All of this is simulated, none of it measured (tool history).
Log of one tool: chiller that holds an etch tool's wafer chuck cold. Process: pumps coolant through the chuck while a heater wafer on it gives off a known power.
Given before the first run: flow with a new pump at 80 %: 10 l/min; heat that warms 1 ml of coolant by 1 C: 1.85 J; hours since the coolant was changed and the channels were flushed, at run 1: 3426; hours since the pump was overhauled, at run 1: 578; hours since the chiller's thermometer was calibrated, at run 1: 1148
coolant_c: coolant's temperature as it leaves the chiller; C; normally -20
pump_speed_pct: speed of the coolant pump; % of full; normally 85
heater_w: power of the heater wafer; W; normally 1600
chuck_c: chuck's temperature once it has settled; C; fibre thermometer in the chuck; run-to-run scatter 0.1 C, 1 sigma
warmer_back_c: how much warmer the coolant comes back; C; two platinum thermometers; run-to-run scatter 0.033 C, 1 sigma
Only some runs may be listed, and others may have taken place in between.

run,hour,coolant_c,pump_speed_pct,heater_w,hours since the coolant was changed and the channels were flushed,hours since the pump was overhauled,hours since the chiller's thermometer was calibrated,chuck_c,warmer_back_c
1,0.0,-20,85,1600,3426,578,1148,-4.2,4.87
2,88.9,-20,85,1600,3514,667,1237,-3.9,4.93
3,175.5,-20,85,1081,3601,754,1323,-9.2,3.26
4,260.5,-20,85,1600,3686,839,1408,-3.9,4.89
5,314.3,-20,85,1600,3740,893,1462,-4.0,4.96
6,369.7,-20,85,1600,3795,948,1518,-3.9,4.95
7,423.6,-20,85,1600,3849,1002,1571,-3.8,4.92
8,517.4,-20,62,1600,3943,1096,1665,1.4,6.87
9,612.5,-21,85,1600,4038,1191,1760,-4.7,4.92
10,718.1,-20,85,1600,4144,1297,1866,-3.7,4.94
11,771.6,-20,85,1600,4197,1350,1920,-3.8,4.96
12,839.5,-20,85,1600,4265,1418,1987,-3.5,5.02
13,916.3,-20,85,1600,4342,1495,2064,-3.5,4.97
14,964.3,-20,85,1600,4390,1543,2112,-3.4,4.89
15,1036.3,-20,85,1600,4462,1615,2184,-3.4,4.97
16,1130.5,-20,85,1600,4556,1709,2278,-3.3,5.05
17,1237.1,-20,94,841,4663,1816,2385,-11.8,2.36
18,1335.6,-20,94,841,4761,1914,2483,-11.8,2.37
19,1433.8,-18,85,921,4859,2012,2582,-8.2,2.84
20,1540.0,-18,85,921,4966,2118,2688,-8.1,2.86
# hour 1550.6: coolant pump overhauled
21,1588.2,-18,85,921,5009,38,2731,-8.0,2.86
22,1639.7,-14,82,1844,5060,89,2783,6.3,6.07
23,1724.0,-14,82,1844,5145,173,2867,6.3,6.09
24,1786.7,-14,82,1844,5207,236,2930,6.2,6.11
25,1873.9,-14,82,1844,5295,323,3017,6.5,6.12
# hour 1895.5: coolant pump overhauled, once more
26,1945.3,-14,82,1844,5361,50,3083,5.6,5.84
27,1988.0,-14,82,1844,5404,93,3126,5.8,5.88
28,2080.6,-22,85,1093,5496,185,3218,-10.5,3.38
29,2171.5,-12,93,1842,5587,276,3309,5.7,5.17
30,2271.8,-12,93,1842,5687,376,3410,5.7,5.16
31,2315.3,-20,67,888,5731,420,3453,-8.5,3.54
32,2417.0,-26,67,1222,5833,522,3555,-10.0,4.89

Entry by entry between the runs, the difference in hidden state between the last listed run before and the first listed run after:
After run 20, before run 21: coolant pump overhauled (hour 1550.6)
  heat passed by the chuck's channels, % of clean ones': 92.2 -> 92.1; flow at a given pump speed, % of a new pump's: 97.4 -> 96; coolant's true temperature over the reading, C: 0.4 -> 0.41
  measured value less the no-hidden-state value, chuck_c: +1.2 -> +1.4 C; warmer_back_c: +0.07 -> +0.11 C
After run 25, before run 26: coolant pump overhauled, once more (hour 1895.5)
  heat passed by the chuck's channels, % of clean ones': 91.7 -> 91.6; flow at a given pump speed, % of a new pump's: 95.6 -> 99.6; coolant's true temperature over the reading, C: 0.46 -> 0.47
  measured value less the no-hidden-state value, chuck_c: +2.5 -> +1.8 C; warmer_back_c: +0.27 -> +0.03 C

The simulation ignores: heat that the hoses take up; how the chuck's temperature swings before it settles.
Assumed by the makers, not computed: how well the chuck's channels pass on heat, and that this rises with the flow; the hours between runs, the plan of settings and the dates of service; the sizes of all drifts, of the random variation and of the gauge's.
